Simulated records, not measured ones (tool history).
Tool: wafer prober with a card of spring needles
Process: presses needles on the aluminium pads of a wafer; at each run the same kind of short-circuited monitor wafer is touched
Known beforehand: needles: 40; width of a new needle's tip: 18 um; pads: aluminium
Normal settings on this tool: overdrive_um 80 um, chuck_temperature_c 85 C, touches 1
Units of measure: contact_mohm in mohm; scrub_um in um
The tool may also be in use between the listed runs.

run 1 hour=0.0 | overdrive_um=80 chuck_temperature_c=85 touches=1 | contact_mohm=290 scrub_um=13.34
-- hour=11.7 tips cleaned on abrasive film
-- hour=26.3 tips cleaned on abrasive film
-- hour=38.0 tips cleaned on abrasive film
-- hour=52.5 tips cleaned on abrasive film
-- hour=67.1 tips cleaned on abrasive film
-- hour=81.7 tips cleaned on abrasive film
run 2 hour=86.5 | overdrive_um=82 chuck_temperature_c=85 touches=1 | contact_mohm=338 scrub_um=13.61
-- hour=95.3 tips cleaned on abrasive film
-- hour=109.9 tips cleaned on abrasive film
-- hour=124.5 tips cleaned on abrasive film
run 3 hour=128.2 | overdrive_um=82 chuck_temperature_c=85 touches=2 | contact_mohm=311 scrub_um=13.61
-- hour=137.0 tips cleaned on abrasive film
-- hour=151.6 tips cleaned on abrasive film
-- hour=166.1 tips cleaned on abrasive film
-- hour=180.7 tips cleaned on abrasive film
-- hour=195.3 tips cleaned on abrasive film
run 4 hour=196.5 | overdrive_um=80 chuck_temperature_c=71 touches=1 | contact_mohm=310 scrub_um=13.20
-- hour=208.2 tips cleaned on abrasive film
-- hour=222.8 tips cleaned on abrasive film
-- hour=237.4 tips cleaned on abrasive film
-- hour=249.1 tips cleaned on abrasive film
-- hour=263.7 tips cleaned on abrasive film
run 5 hour=266.4 | overdrive_um=80 chuck_temperature_c=38 touches=1 | contact_mohm=311 scrub_um=13.19
-- hour=278.1 tips cleaned on abrasive film
-- hour=292.7 tips cleaned on abrasive film
-- hour=304.4 tips cleaned on abrasive film
-- hour=319.0 tips cleaned on abrasive film
-- hour=333.5 tips cleaned on abrasive film
run 6 hour=335.2 | overdrive_um=80 chuck_temperature_c=38 touches=1 | contact_mohm=305 scrub_um=13.14
-- hour=346.9 tips cleaned on abrasive film
-- hour=358.6 tips cleaned on abrasive film
-- hour=373.1 tips cleaned on abrasive film
-- hour=387.7 tips cleaned on abrasive film
-- hour=399.4 tips cleaned on abrasive film
-- hour=412.2 tips cleaned on abrasive film
run 7 hour=412.2 | overdrive_um=80 chuck_temperature_c=38 touches=1 | contact_mohm=282 scrub_um=13.10
-- hour=426.8 tips cleaned on abrasive film
-- hour=441.4 tips cleaned on abrasive film
-- hour=453.1 tips cleaned on abrasive film
-- hour=467.7 tips cleaned on abrasive film
-- hour=473.7 height of the first contact set anew
run 8 hour=475.6 | overdrive_um=80 chuck_temperature_c=38 touches=1 | contact_mohm=351 scrub_um=13.01
-- hour=481.5 tips cleaned on abrasive film
-- hour=496.1 tips cleaned on abrasive film
-- hour=510.7 tips cleaned on abrasive film
run 9 hour=519.2 | overdrive_um=80 chuck_temperature_c=38 touches=1 | contact_mohm=359 scrub_um=12.95
-- hour=525.1 tips cleaned on abrasive film
-- hour=536.8 tips cleaned on abrasive film
-- hour=551.4 tips cleaned on abrasive film
-- hour=566.0 tips cleaned on abrasive film
-- hour=580.5 tips cleaned on abrasive film
run 10 hour=582.5 | overdrive_um=80 chuck_temperature_c=38 touches=1 | contact_mohm=306 scrub_um=12.91
-- hour=594.2 tips cleaned on abrasive film
-- hour=605.9 tips cleaned on abrasive film
-- hour=620.4 tips cleaned on abrasive film
-- hour=635.0 tips cleaned on abrasive film
-- hour=646.7 tips cleaned on abrasive film
run 11 hour=657.2 | overdrive_um=80 chuck_temperature_c=85 touches=1 | contact_mohm=373 scrub_um=12.94
-- hour=660.2 tips cleaned on abrasive film
-- hour=674.8 tips cleaned on abrasive film
-- hour=689.4 tips cleaned on abrasive film
-- hour=704.0 tips cleaned on abrasive film
run 12 hour=706.4 | overdrive_um=80 chuck_temperature_c=85 touches=1 | contact_mohm=329 scrub_um=12.88
-- hour=718.1 tips cleaned on abrasive film
-- hour=729.8 tips cleaned on abrasive film
-- hour=744.4 tips cleaned on abrasive film
-- hour=756.1 tips cleaned on abrasive film
-- hour=770.7 tips cleaned on abrasive film
-- hour=782.8 tips cleaned on abrasive film
run 13 hour=782.8 | overdrive_um=80 chuck_temperature_c=85 touches=1 | contact_mohm=303 scrub_um=12.83
-- hour=794.5 tips cleaned on abrasive film
-- hour=809.1 tips cleaned on abrasive film
-- hour=823.7 tips cleaned on abrasive film
-- hour=838.3 tips cleaned on abrasive film
-- hour=852.9 tips cleaned on abrasive film
run 14 hour=861.4 | overdrive_um=80 chuck_temperature_c=85 touches=1 | contact_mohm=370 scrub_um=12.76
-- hour=867.2 tips cleaned on abrasive film
-- hour=878.9 tips cleaned on abrasive film
-- hour=893.5 tips cleaned on abrasive film
-- hour=899.6 height of the first contact set anew, once more
-- hour=908.4 tips cleaned on abrasive film
run 15 hour=916.4 | overdrive_um=80 chuck_temperature_c=32 touches=2 | contact_mohm=323 scrub_um=13.39
-- hour=922.3 tips cleaned on abrasive film
-- hour=936.9 tips cleaned on abrasive film
-- hour=951.5 tips cleaned on abrasive film
-- hour=966.1 tips cleaned on abrasive film
-- hour=980.6 tips cleaned on abrasive film
run 16 hour=981.0 | overdrive_um=88 chuck_temperature_c=41 touches=2 | contact_mohm=281 scrub_um=14.64
-- hour=992.7 tips cleaned on abrasive film
-- hour=1004.4 tips cleaned on abrasive film
-- hour=1019.0 tips cleaned on abrasive film
-- hour=1033.5 tips cleaned on abrasive film
-- hour=1048.1 tips cleaned on abrasive film
-- hour=1059.8 tips cleaned on abrasive film
run 17 hour=1070.1 | overdrive_um=82 chuck_temperature_c=85 touches=1 | contact_mohm=372 scrub_um=13.59
-- hour=1073.1 tips cleaned on abrasive film
-- hour=1087.7 tips cleaned on abrasive film
-- hour=1102.3 tips cleaned on abrasive film
-- hour=1116.8 tips cleaned on abrasive film
-- hour=1131.4 tips cleaned on abrasive film
-- hour=1146.0 tips cleaned on abrasive film
run 18 hour=1153.5 | overdrive_um=82 chuck_temperature_c=85 touches=1 | contact_mohm=361 scrub_um=13.58
-- hour=1159.4 tips cleaned on abrasive film
-- hour=1171.1 tips cleaned on abrasive film
-- hour=1185.6 tips cleaned on abrasive film
-- hour=1200.2 tips cleaned on abrasive film
-- hour=1214.0 tips cleaned on abrasive film
run 19 hour=1214.0 | overdrive_um=82 chuck_temperature_c=85 touches=1 | contact_mohm=301 scrub_um=13.51
-- hour=1228.6 tips cleaned on abrasive film
-- hour=1243.1 tips cleaned on abrasive film
-- hour=1257.7 tips cleaned on abrasive film
run 20 hour=1264.7 | overdrive_um=85 chuck_temperature_c=110 touches=1 | contact_mohm=359 scrub_um=14.01
-- hour=1270.6 tips cleaned on abrasive film
-- hour=1285.1 tips cleaned on abrasive film
-- hour=1299.7 tips cleaned on abrasive film
-- hour=1314.3 tips cleaned on abrasive film
-- hour=1328.9 tips cleaned on abrasive film
run 21 hour=1330.8 | overdrive_um=85 chuck_temperature_c=110 touches=1 | contact_mohm=319 scrub_um=13.99
-- hour=1342.5 tips cleaned on abrasive film
-- hour=1354.2 tips cleaned on abrasive film
-- hour=1368.8 tips cleaned on abrasive film
run 22 hour=1371.1 | overdrive_um=86 chuck_temperature_c=75 touches=2 | contact_mohm=301 scrub_um=14.11
-- hour=1382.8 tips cleaned on abrasive film
-- hour=1394.4 tips cleaned on abrasive film
-- hour=1409.0 tips cleaned on abrasive film
-- hour=1423.6 tips cleaned on abrasive film
-- hour=1438.2 tips cleaned on abrasive film
-- hour=1452.8 tips cleaned on abrasive film
run 23 hour=1458.2 | overdrive_um=69 chuck_temperature_c=85 touches=1 | contact_mohm=367 scrub_um=11.23
-- hour=1467.0 tips cleaned on abrasive film
-- hour=1473.1 height of the first contact set anew
-- hour=1481.9 tips cleaned on abrasive film
-- hour=1493.6 tips cleaned on abrasive film
-- hour=1508.2 tips cleaned on abrasive film
run 24 hour=1508.9 | overdrive_um=61 chuck_temperature_c=120 touches=2 | contact_mohm=320 scrub_um=10.18

Each row is a separate what-if for the run after 24, all from the same tool condition, not one after another. Results?
-- hour=1520.6 tips cleaned on abrasive film
-- hour=1532.3 tips cleaned on abrasive film
-- hour=1544.0 tips cleaned on abrasive film
-- hour=1558.5 tips cleaned on abrasive film
run A hour=1568.1 | overdrive_um=92 chuck_temperature_c=37 touches=2 | contact_mohm=? scrub_um=?
-- hour=1520.6 tips cleaned on abrasive film
-- hour=1532.3 tips cleaned on abrasive film
-- hour=1544.0 tips cleaned on abrasive film
-- hour=1558.5 tips cleaned on abrasive film
run B hour=1568.1 | overdrive_um=75 chuck_temperature_c=47 touches=1 | contact_mohm=? scrub_um=?
-- hour=1520.6 tips cleaned on abrasive film
-- hour=1532.3 tips cleaned on abrasive film
-- hour=1544.0 tips cleaned on abrasive film
-- hour=1558.5 tips cleaned on abrasive film
run C hour=1568.1 | overdrive_um=85 chuck_temperature_c=33 touches=2 | contact_mohm=? scrub_um=?

run=A contact_mohm=318 scrub_um=15.35
run=B contact_mohm=391 scrub_um=12.48
run=C contact_mohm=324 scrub_um=14.15
Take away the tool's hidden state, keep each run's random variation, and the runs would have read:
run=A contact_mohm=273 scrub_um=15.40
run=B contact_mohm=284 scrub_um=12.53
run=C contact_mohm=272 scrub_um=14.20

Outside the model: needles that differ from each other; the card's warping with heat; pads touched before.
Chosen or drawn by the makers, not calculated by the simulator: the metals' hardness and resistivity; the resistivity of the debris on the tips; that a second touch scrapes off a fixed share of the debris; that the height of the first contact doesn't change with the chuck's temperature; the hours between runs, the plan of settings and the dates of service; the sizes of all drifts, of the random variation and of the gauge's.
